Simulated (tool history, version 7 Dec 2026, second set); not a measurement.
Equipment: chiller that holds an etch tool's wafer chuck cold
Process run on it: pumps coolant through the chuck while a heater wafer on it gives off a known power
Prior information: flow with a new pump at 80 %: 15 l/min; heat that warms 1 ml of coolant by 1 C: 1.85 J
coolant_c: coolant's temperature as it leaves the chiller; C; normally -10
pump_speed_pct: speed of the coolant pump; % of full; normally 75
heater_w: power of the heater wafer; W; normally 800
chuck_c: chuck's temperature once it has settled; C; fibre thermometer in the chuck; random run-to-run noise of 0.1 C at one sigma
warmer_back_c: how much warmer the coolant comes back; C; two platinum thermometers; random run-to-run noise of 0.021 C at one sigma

Run 1, hour 0: usual settings. Result: chuck_c -4.5 C, warmer_back_c 1.85 C.
Run 2, hour 112.9: usual settings but coolant_c -4 C. Result: chuck_c 1.6 C, warmer_back_c 1.88 C.
Run 3, hour 206.5: usual settings but coolant_c -4 C. Result: chuck_c 1.7 C, warmer_back_c 1.86 C.
Run 4, hour 313: usual settings but pump_speed_pct 96 % of full. Result: chuck_c -5.3 C, warmer_back_c 1.45 C.
Run 5, hour 423.1: usual settings but pump_speed_pct 96 % of full. Result: chuck_c -5.2 C, warmer_back_c 1.47 C.
Run 6, hour 521: usual settings but pump_speed_pct 96 % of full. Result: chuck_c -5.3 C, warmer_back_c 1.46 C.
Run 7, hour 632.2: usual settings but pump_speed_pct 96 % of full. Result: chuck_c -5.4 C, warmer_back_c 1.46 C.
Run 8, hour 690.2: usual settings but pump_speed_pct 96 % of full. Result: chuck_c -5.4 C, warmer_back_c 1.45 C.
Run 9, hour 789.2: usual settings but heater_w 1085 W. Result: chuck_c -2.2 C, warmer_back_c 2.53 C.
Run 10, hour 894.2: usual settings but heater_w 1085 W. Result: chuck_c -2.3 C, warmer_back_c 2.57 C.
Run 11, hour 985.2: usual settings but heater_w 1085 W. Result: chuck_c -2.3 C, warmer_back_c 2.53 C.
At hour 999: coolant pump overhauled.
Run 12, hour 1082.9: usual settings but heater_w 1085 W. Result: chuck_c -2.2 C, warmer_back_c 2.54 C.
Run 13, hour 1140.9: usual settings but heater_w 1085 W. Result: chuck_c -2.2 C, warmer_back_c 2.57 C.
Run 14, hour 1202.8: usual settings but heater_w 941 W. Result: chuck_c -3.2 C, warmer_back_c 2.21 C.
Run 15, hour 1305: usual settings but heater_w 941 W. Result: chuck_c -3.4 C, warmer_back_c 2.23 C.
Run 16, hour 1415.4: usual settings but coolant_c -17 C, pump_speed_pct 85 % of full, heater_w 813 W. Result: chuck_c -11.7 C, warmer_back_c 1.71 C.
Run 17, hour 1477.5: usual settings but coolant_c -17 C, pump_speed_pct 65 % of full, heater_w 475 W. Result: chuck_c -13.4 C, warmer_back_c 1.27 C.
Run 18, hour 1559.6: usual settings but pump_speed_pct 71 % of full. Result: chuck_c -3.9 C, warmer_back_c 2 C.
Run 19, hour 1610.9: usual settings but pump_speed_pct 71 % of full. Result: chuck_c -3.9 C, warmer_back_c 1.97 C.
Run 20, hour 1711.3: usual settings but pump_speed_pct 71 % of full. Result: chuck_c -4.1 C, warmer_back_c 2.01 C.
At hour 1734.8: coolant pump overhauled, once more.
Run 21, hour 1790.9: usual settings but pump_speed_pct 86 % of full, heater_w 723 W. Result: chuck_c -5.2 C, warmer_back_c 1.46 C.
Run 22, hour 1876.3: usual settings but pump_speed_pct 61 % of full, heater_w 502 W. Result: chuck_c -5.9 C, warmer_back_c 1.41 C.
Run 23, hour 1973: usual settings but coolant_c -8 C, pump_speed_pct 71 % of full, heater_w 708 W. Result: chuck_c -2.7 C, warmer_back_c 1.73 C.
Run 24, hour 2055.2: usual settings but coolant_c -8 C, pump_speed_pct 84 % of full, heater_w 1033 W. Result: chuck_c -1.2 C, warmer_back_c 2.18 C.
Run 25, hour 2153.7: usual settings but coolant_c -5 C, pump_speed_pct 69 % of full, heater_w 406 W. Result: chuck_c -2.3 C, warmer_back_c 0.99 C.
Run 26, hour 2223.7: usual settings but heater_w 872 W. Result: chuck_c -3.8 C, warmer_back_c 2.01 C.
At hour 2285.3: chiller's thermometer calibrated.
Run 27, hour 2297.7: usual settings but heater_w 872 W. Result: chuck_c -3.4 C, warmer_back_c 2.06 C.
Run 28, hour 2420.9: usual settings but coolant_c -9 C, heater_w 830 W. Result: chuck_c -2.7 C, warmer_back_c 1.99 C.
Run 29, hour 2492.6: usual settings but coolant_c -1 C, pump_speed_pct 85 % of full. Result: chuck_c 4.6 C, warmer_back_c 1.67 C.

5 options for the next run, each taken on its own from the tool as it stands now. Forecast them:
Run A, hour 2552.1: usual settings but coolant_c -18 C, pump_speed_pct 71 % of full, heater_w 692 W. Result: chuck_c ?, warmer_back_c ?.
Run B, hour 2552.1: usual settings but pump_speed_pct 84 % of full. Result: chuck_c ?, warmer_back_c ?.
Run C, hour 2552.1: usual settings but coolant_c -1 C, pump_speed_pct 86 % of full. Result: chuck_c ?, warmer_back_c ?.
Run D, hour 2552.1: usual settings but coolant_c -3 C, pump_speed_pct 90 % of full, heater_w 528 W. Result: chuck_c ?, warmer_back_c ?.
Run E, hour 2552.1: usual settings but coolant_c -9 C, pump_speed_pct 64 % of full, heater_w 746 W. Result: chuck_c ?, warmer_back_c ?.

run  chuck_c  warmer_back_c
  A    -12.5           1.75
  B     -4.4           1.72
  C      4.4           1.64
  D      0.4           1.02
  E     -2.7           2.06
Without the tool's unlogged condition, the same runs would have read:
run  chuck_c  warmer_back_c
  A      -13           1.73
  B     -4.9           1.69
  C      3.9           1.61
  D      0.1              1
  E     -3.3           2.04

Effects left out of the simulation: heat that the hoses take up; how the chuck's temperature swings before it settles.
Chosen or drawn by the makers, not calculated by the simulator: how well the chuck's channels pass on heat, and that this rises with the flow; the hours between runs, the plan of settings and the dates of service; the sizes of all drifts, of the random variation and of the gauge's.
